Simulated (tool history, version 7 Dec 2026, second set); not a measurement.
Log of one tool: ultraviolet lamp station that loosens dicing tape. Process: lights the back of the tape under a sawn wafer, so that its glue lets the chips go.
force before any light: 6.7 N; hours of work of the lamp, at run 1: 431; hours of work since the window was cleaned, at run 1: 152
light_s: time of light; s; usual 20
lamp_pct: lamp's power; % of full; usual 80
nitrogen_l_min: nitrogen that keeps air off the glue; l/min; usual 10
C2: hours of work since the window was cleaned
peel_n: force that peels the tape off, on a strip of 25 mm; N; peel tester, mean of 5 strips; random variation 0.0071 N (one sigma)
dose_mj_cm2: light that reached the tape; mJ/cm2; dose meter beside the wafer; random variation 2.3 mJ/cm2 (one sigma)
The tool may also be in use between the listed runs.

{"run": 1, "hour": 0.0, "light_s": 20, "lamp_pct": 80, "nitrogen_l_min": 10, "hours of work of the lamp": 431, "C2": 152, "peel_n": 0.344, "dose_mj_cm2": 178}
{"run": 2, "hour": 18.5, "light_s": 20, "lamp_pct": 80, "nitrogen_l_min": 10, "hours of work of the lamp": 442, "C2": 163, "peel_n": 0.352, "dose_mj_cm2": 174}
{"run": 3, "hour": 50.0, "light_s": 20, "lamp_pct": 80, "nitrogen_l_min": 10, "hours of work of the lamp": 461, "C2": 182, "peel_n": 0.371, "dose_mj_cm2": 170}
{"run": 4, "hour": 71.3, "light_s": 20, "lamp_pct": 80, "nitrogen_l_min": 10, "hours of work of the lamp": 474, "C2": 195, "peel_n": 0.364, "dose_mj_cm2": 172}
{"run": 5, "hour": 98.7, "light_s": 20, "lamp_pct": 80, "nitrogen_l_min": 10, "hours of work of the lamp": 491, "C2": 212, "peel_n": 0.377, "dose_mj_cm2": 168}
{"run": 6, "hour": 118.6, "light_s": 20, "lamp_pct": 80, "nitrogen_l_min": 10, "hours of work of the lamp": 503, "C2": 224, "peel_n": 0.39, "dose_mj_cm2": 169}
{"run": 7, "hour": 134.7, "light_s": 20, "lamp_pct": 80, "nitrogen_l_min": 10, "hours of work of the lamp": 513, "C2": 234, "peel_n": 0.401, "dose_mj_cm2": 164}
{"run": 8, "hour": 157.7, "light_s": 20, "lamp_pct": 80, "nitrogen_l_min": 10, "hours of work of the lamp": 527, "C2": 248, "peel_n": 0.401, "dose_mj_cm2": 162}
{"run": 9, "hour": 178.3, "light_s": 20, "lamp_pct": 80, "nitrogen_l_min": 10, "hours of work of the lamp": 540, "C2": 261, "peel_n": 0.407, "dose_mj_cm2": 166}
{"run": 10, "hour": 191.9, "light_s": 20, "lamp_pct": 80, "nitrogen_l_min": 10, "hours of work of the lamp": 548, "C2": 269, "peel_n": 0.407, "dose_mj_cm2": 161}
{"run": 11, "hour": 206.7, "light_s": 20, "lamp_pct": 80, "nitrogen_l_min": 10, "hours of work of the lamp": 558, "C2": 279, "peel_n": 0.429, "dose_mj_cm2": 159}
{"run": 12, "hour": 236.9, "light_s": 20, "lamp_pct": 80, "nitrogen_l_min": 10, "hours of work of the lamp": 576, "C2": 297, "peel_n": 0.448, "dose_mj_cm2": 160}
{"run": 13, "hour": 264.0, "light_s": 20, "lamp_pct": 80, "nitrogen_l_min": 10, "hours of work of the lamp": 593, "C2": 314, "peel_n": 0.429, "dose_mj_cm2": 156}
{"run": 14, "hour": 290.7, "light_s": 20, "lamp_pct": 80, "nitrogen_l_min": 10, "hours of work of the lamp": 609, "C2": 330, "peel_n": 0.444, "dose_mj_cm2": 152}
{"run": 15, "hour": 317.6, "light_s": 20, "lamp_pct": 80, "nitrogen_l_min": 10, "hours of work of the lamp": 626, "C2": 347, "peel_n": 0.475, "dose_mj_cm2": 156}
{"run": 16, "hour": 341.6, "light_s": 20, "lamp_pct": 63, "nitrogen_l_min": 10, "hours of work of the lamp": 640, "C2": 361, "peel_n": 0.739, "dose_mj_cm2": 121}
{"run": 17, "hour": 364.0, "light_s": 20, "lamp_pct": 63, "nitrogen_l_min": 10, "hours of work of the lamp": 654, "C2": 375, "peel_n": 0.748, "dose_mj_cm2": 120}
{"run": 18, "hour": 381.3, "light_s": 20, "lamp_pct": 63, "nitrogen_l_min": 10, "hours of work of the lamp": 665, "C2": 386, "peel_n": 0.766, "dose_mj_cm2": 117}
{"run": 19, "hour": 412.1, "light_s": 20, "lamp_pct": 63, "nitrogen_l_min": 10, "hours of work of the lamp": 684, "C2": 405, "peel_n": 0.795, "dose_mj_cm2": 119}
{"run": 20, "hour": 439.6, "light_s": 20, "lamp_pct": 80, "nitrogen_l_min": 10, "hours of work of the lamp": 701, "C2": 422, "peel_n": 0.522, "dose_mj_cm2": 142}
{"run": 21, "hour": 471.2, "light_s": 20, "lamp_pct": 80, "nitrogen_l_min": 10, "hours of work of the lamp": 720, "C2": 441, "peel_n": 0.54, "dose_mj_cm2": 140}
{"run": 22, "hour": 493.2, "light_s": 20, "lamp_pct": 80, "nitrogen_l_min": 10, "hours of work of the lamp": 734, "C2": 455, "peel_n": 0.552, "dose_mj_cm2": 139}
{"run": 23, "hour": 509.2, "light_s": 11, "lamp_pct": 90, "nitrogen_l_min": 10, "hours of work of the lamp": 743, "C2": 464, "peel_n": 1.32, "dose_mj_cm2": 84}
{"run": 24, "hour": 535.6, "light_s": 11, "lamp_pct": 66, "nitrogen_l_min": 4, "hours of work of the lamp": 760, "C2": 481, "peel_n": 2.921, "dose_mj_cm2": 62}
{"hour": 559.2, "done": "window cleaned of glue's vapour"}
{"run": 25, "hour": 566.6, "light_s": 11, "lamp_pct": 87, "nitrogen_l_min": 15, "hours of work of the lamp": 778, "C2": 5, "peel_n": 0.768, "dose_mj_cm2": 97}
{"run": 26, "hour": 581.5, "light_s": 20, "lamp_pct": 85, "nitrogen_l_min": 7, "hours of work of the lamp": 788, "C2": 14, "peel_n": 0.474, "dose_mj_cm2": 172}
{"run": 27, "hour": 614.3, "light_s": 20, "lamp_pct": 85, "nitrogen_l_min": 7, "hours of work of the lamp": 808, "C2": 34, "peel_n": 0.48, "dose_mj_cm2": 171}
{"run": 28, "hour": 632.5, "light_s": 12, "lamp_pct": 79, "nitrogen_l_min": 5, "hours of work of the lamp": 819, "C2": 45, "peel_n": 1.642, "dose_mj_cm2": 94}
{"run": 29, "hour": 651.9, "light_s": 31, "lamp_pct": 79, "nitrogen_l_min": 3, "hours of work of the lamp": 831, "C2": 57, "peel_n": 0.498, "dose_mj_cm2": 241}
{"run": 30, "hour": 684.1, "light_s": 27, "lamp_pct": 79, "nitrogen_l_min": 16, "hours of work of the lamp": 851, "C2": 77, "peel_n": 0.219, "dose_mj_cm2": 209}
{"run": 31, "hour": 706.6, "light_s": 25, "lamp_pct": 80, "nitrogen_l_min": 9, "hours of work of the lamp": 864, "C2": 91, "peel_n": 0.323, "dose_mj_cm2": 194}
{"run": 32, "hour": 734.1, "light_s": 27, "lamp_pct": 88, "nitrogen_l_min": 8, "hours of work of the lamp": 881, "C2": 107, "peel_n": 0.264, "dose_mj_cm2": 222}
{"run": 33, "hour": 762.7, "light_s": 27, "lamp_pct": 88, "nitrogen_l_min": 8, "hours of work of the lamp": 899, "C2": 125, "peel_n": 0.284, "dose_mj_cm2": 220}
{"run": 34, "hour": 787.5, "light_s": 20, "lamp_pct": 63, "nitrogen_l_min": 15, "hours of work of the lamp": 914, "C2": 140, "peel_n": 0.596, "dose_mj_cm2": 113}
{"run": 35, "hour": 810.4, "light_s": 35, "lamp_pct": 80, "nitrogen_l_min": 5, "hours of work of the lamp": 928, "C2": 154, "peel_n": 0.305, "dose_mj_cm2": 255}
{"run": 36, "hour": 830.3, "light_s": 20, "lamp_pct": 72, "nitrogen_l_min": 4, "hours of work of the lamp": 941, "C2": 167, "peel_n": 1.259, "dose_mj_cm2": 132}
{"run": 37, "hour": 854.2, "light_s": 16, "lamp_pct": 86, "nitrogen_l_min": 4, "hours of work of the lamp": 955, "C2": 181, "peel_n": 1.32, "dose_mj_cm2": 123}
{"run": 38, "hour": 867.8, "light_s": 16, "lamp_pct": 86, "nitrogen_l_min": 4, "hours of work of the lamp": 964, "C2": 190, "peel_n": 1.316, "dose_mj_cm2": 125}
{"run": 39, "hour": 891.5, "light_s": 16, "lamp_pct": 86, "nitrogen_l_min": 4, "hours of work of the lamp": 978, "C2": 204, "peel_n": 1.371, "dose_mj_cm2": 121}
{"run": 40, "hour": 914.7, "light_s": 16, "lamp_pct": 86, "nitrogen_l_min": 4, "hours of work of the lamp": 992, "C2": 218, "peel_n": 1.383, "dose_mj_cm2": 120}
{"run": 41, "hour": 940.9, "light_s": 16, "lamp_pct": 86, "nitrogen_l_min": 4, "hours of work of the lamp": 1009, "C2": 235, "peel_n": 1.436, "dose_mj_cm2": 114}
{"run": 42, "hour": 963.8, "light_s": 21, "lamp_pct": 69, "nitrogen_l_min": 10, "hours of work of the lamp": 1023, "C2": 249, "peel_n": 0.763, "dose_mj_cm2": 121}
{"run": 43, "hour": 986.8, "light_s": 20, "lamp_pct": 71, "nitrogen_l_min": 10, "hours of work of the lamp": 1037, "C2": 263, "peel_n": 0.772, "dose_mj_cm2": 120}

Forecast each of these 3 alternatives for the next run:
{"run": "A", "hour": 1003.6, "light_s": 34, "lamp_pct": 88, "nitrogen_l_min": 16, "hours of work of the lamp": 1047, "C2": 273, "peel_n": "?", "dose_mj_cm2": "?"}
{"run": "B", "hour": 1003.6, "light_s": 20, "lamp_pct": 62, "nitrogen_l_min": 16, "hours of work of the lamp": 1047, "C2": 273, "peel_n": "?", "dose_mj_cm2": "?"}
{"run": "C", "hour": 1003.6, "light_s": 37, "lamp_pct": 71, "nitrogen_l_min": 18, "hours of work of the lamp": 1047, "C2": 273, "peel_n": "?", "dose_mj_cm2": "?"}

run=A peel_n=0.197 dose_mj_cm2=243
run=B peel_n=0.733 dose_mj_cm2=101
run=C peel_n=0.208 dose_mj_cm2=220
Without the tool's hidden state the same runs would have given:
run=A peel_n=0.181 dose_mj_cm2=410
run=B peel_n=0.288 dose_mj_cm2=170
run=C peel_n=0.181 dose_mj_cm2=367
